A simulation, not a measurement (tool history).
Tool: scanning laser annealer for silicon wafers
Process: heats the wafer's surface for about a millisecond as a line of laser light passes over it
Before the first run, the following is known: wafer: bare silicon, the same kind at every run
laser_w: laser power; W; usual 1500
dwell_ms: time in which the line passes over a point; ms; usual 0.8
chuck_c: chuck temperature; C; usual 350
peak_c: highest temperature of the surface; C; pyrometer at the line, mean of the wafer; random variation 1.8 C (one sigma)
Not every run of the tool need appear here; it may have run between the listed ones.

| run | day | laser_w | dwell_ms | chuck_c | peak_c |
|---|---|---|---|---|---|
| 1 | 0.000 | 1500 | 0.8 | 350 | 1068 |
| 2 | 1.221 | 1500 | 0.8 | 350 | 1064 |
| 3 | 2.825 | 1406 | 0.8 | 350 | 1014 |
| 4 | 4.225 | 1406 | 0.8 | 350 | 1013 |
| 5 | 5.004 | 1500 | 0.8 | 350 | 1066 |
| 6 | 6.075 | 1500 | 0.8 | 350 | 1065 |
| 7 | 7.408 | 1300 | 0.8 | 350 | 954 |
| 8 | 8.738 | 1526 | 0.8 | 350 | 1079 |
| 9 | 10.288 | 1526 | 0.8 | 350 | 1077 |
| 10 | 11.825 | 1500 | 0.8 | 350 | 1060 |
| 11 | 12.946 | 1500 | 0.8 | 350 | 1058 |
| 12 | 13.992 | 1500 | 0.8 | 350 | 1061 |
| 13 | 15.467 | 1500 | 0.8 | 350 | 1056 |
| 14 | 16.558 | 1500 | 0.8 | 350 | 1058 |
| 15 | 17.333 | 1500 | 0.8 | 350 | 1056 |
| 16 | 18.846 | 1500 | 0.8 | 350 | 1054 |
| 17 | 19.929 | 1500 | 0.8 | 350 | 1052 |
| 18 | 21.358 | 1500 | 0.8 | 350 | 1053 |
| 19 | 22.971 | 1500 | 0.8 | 350 | 1052 |

Run 20, settings as shown, results not yet in. Your forecast:
| 20 | 23.625 | 1497 | 0.8 | 350 | ? |

peak_c: 1048 C
Take away the tool's hidden state, keep the run-to-run variation as it was, and the same run would have given peak_c 1078 C.

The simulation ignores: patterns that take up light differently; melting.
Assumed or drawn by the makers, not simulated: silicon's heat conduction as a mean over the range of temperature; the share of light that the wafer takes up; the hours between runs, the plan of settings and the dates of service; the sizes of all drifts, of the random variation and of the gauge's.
